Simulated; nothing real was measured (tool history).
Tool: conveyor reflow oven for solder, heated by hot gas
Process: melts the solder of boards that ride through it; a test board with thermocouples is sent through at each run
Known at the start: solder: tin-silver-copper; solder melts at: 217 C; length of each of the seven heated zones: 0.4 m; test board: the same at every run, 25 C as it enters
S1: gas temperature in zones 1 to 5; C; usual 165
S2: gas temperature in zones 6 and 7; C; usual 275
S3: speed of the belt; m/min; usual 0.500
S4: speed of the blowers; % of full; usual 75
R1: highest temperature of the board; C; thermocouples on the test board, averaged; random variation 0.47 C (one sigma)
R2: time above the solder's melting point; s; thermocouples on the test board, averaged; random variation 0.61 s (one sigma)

{"run": 1, "hour": 0.0, "S1": 165, "S2": 275, "S3": 0.5, "S4": 75, "R1": 252.2, "R2": 67.5}
{"run": 2, "hour": 33.7, "S1": 165, "S2": 275, "S3": 0.5, "S4": 75, "R1": 252.6, "R2": 68.7}
{"run": 3, "hour": 51.9, "S1": 165, "S2": 275, "S3": 0.5, "S4": 75, "R1": 252.7, "R2": 69.0}
{"run": 4, "hour": 69.3, "S1": 165, "S2": 275, "S3": 0.5, "S4": 75, "R1": 252.4, "R2": 68.5}
{"run": 5, "hour": 93.6, "S1": 165, "S2": 275, "S3": 0.5, "S4": 75, "R1": 252.9, "R2": 68.1}
{"run": 6, "hour": 120.9, "S1": 165, "S2": 275, "S3": 0.5, "S4": 63, "R1": 248.4, "R2": 65.2}
{"run": 7, "hour": 157.3, "S1": 163, "S2": 275, "S3": 0.5, "S4": 63, "R1": 248.7, "R2": 62.9}
{"run": 8, "hour": 188.2, "S1": 165, "S2": 275, "S3": 0.5, "S4": 75, "R1": 252.1, "R2": 68.2}
{"hour": 210.6, "done": "flux residue cleaned out of gas plates and filters"}
{"run": 9, "hour": 232.0, "S1": 165, "S2": 275, "S3": 0.5, "S4": 75, "R1": 253.8, "R2": 70.1}
{"run": 10, "hour": 261.1, "S1": 165, "S2": 275, "S3": 0.5, "S4": 75, "R1": 254.7, "R2": 71.0}
{"hour": 267.7, "done": "belt drive overhauled, speed set with a stopwatch"}
{"run": 11, "hour": 294.1, "S1": 165, "S2": 275, "S3": 0.478, "S4": 75, "R1": 255.6, "R2": 76.6}
{"run": 12, "hour": 327.6, "S1": 165, "S2": 275, "S3": 0.478, "S4": 75, "R1": 255.5, "R2": 76.4}
{"run": 13, "hour": 344.6, "S1": 165, "S2": 275, "S3": 0.478, "S4": 75, "R1": 255.5, "R2": 75.9}
{"run": 14, "hour": 371.8, "S1": 165, "S2": 275, "S3": 0.591, "S4": 75, "R1": 247.1, "R2": 53.3}
{"run": 15, "hour": 393.5, "S1": 165, "S2": 275, "S3": 0.591, "S4": 75, "R1": 247.3, "R2": 52.6}
{"run": 16, "hour": 414.6, "S1": 156, "S2": 287, "S3": 0.556, "S4": 75, "R1": 257.6, "R2": 62.5}
{"run": 17, "hour": 447.7, "S1": 167, "S2": 287, "S3": 0.486, "S4": 75, "R1": 265.1, "R2": 83.7}
{"hour": 474.0, "done": "belt drive overhauled, speed set with a stopwatch, once more"}
{"run": 18, "hour": 484.1, "S1": 159, "S2": 275, "S3": 0.431, "S4": 57, "R1": 250.7, "R2": 73.7}
{"run": 19, "hour": 517.1, "S1": 157, "S2": 281, "S3": 0.5, "S4": 61, "R1": 250.4, "R2": 61.3}
{"run": 20, "hour": 550.1, "S1": 157, "S2": 281, "S3": 0.5, "S4": 61, "R1": 250.2, "R2": 60.6}
{"run": 21, "hour": 580.3, "S1": 157, "S2": 281, "S3": 0.5, "S4": 61, "R1": 250.4, "R2": 60.9}
{"run": 22, "hour": 604.0, "S1": 166, "S2": 275, "S3": 0.5, "S4": 75, "R1": 251.1, "R2": 67.5}
{"run": 23, "hour": 640.0, "S1": 166, "S2": 273, "S3": 0.5, "S4": 64, "R1": 247.3, "R2": 60.8}
{"hour": 663.1, "done": "flux residue cleaned out of gas plates and filters"}
{"hour": 677.0, "done": "thermocouples of zones 6 and 7 changed"}
{"run": 24, "hour": 680.7, "S1": 179, "S2": 269, "S3": 0.447, "S4": 64, "R1": 252.9, "R2": 83.8}
{"run": 25, "hour": 705.6, "S1": 177, "S2": 275, "S3": 0.456, "S4": 75, "R1": 258.8, "R2": 86.5}
{"run": 26, "hour": 734.2, "S1": 155, "S2": 275, "S3": 0.597, "S4": 75, "R1": 244.5, "R2": 44.4}
{"run": 27, "hour": 764.2, "S1": 155, "S2": 275, "S3": 0.597, "S4": 75, "R1": 244.1, "R2": 45.0}
{"run": 28, "hour": 802.3, "S1": 165, "S2": 275, "S3": 0.461, "S4": 76, "R1": 257.0, "R2": 78.1}
{"run": 29, "hour": 819.8, "S1": 166, "S2": 263, "S3": 0.461, "S4": 76, "R1": 247.1, "R2": 69.5}

3 ways to go on from here, each from the tool as it stands after run 29. What would each give?
{"run": "A", "hour": 857.3, "S1": 165, "S2": 276, "S3": 0.5, "S4": 69, "R1": "?", "R2": "?"}
{"run": "B", "hour": 857.3, "S1": 163, "S2": 265, "S3": 0.461, "S4": 76, "R1": "?", "R2": "?"}
{"run": "C", "hour": 857.3, "S1": 171, "S2": 263, "S3": 0.451, "S4": 76, "R1": "?", "R2": "?"}

run=A R1=252.9 R2=67.4
run=B R1=247.8 R2=68.5
run=C R1=248.3 R2=75.3
Without the tool's hidden state the same runs would have given:
run=A R1=254.2 R2=68.3
run=B R1=249.0 R2=69.6
run=C R1=249.5 R2=76.3
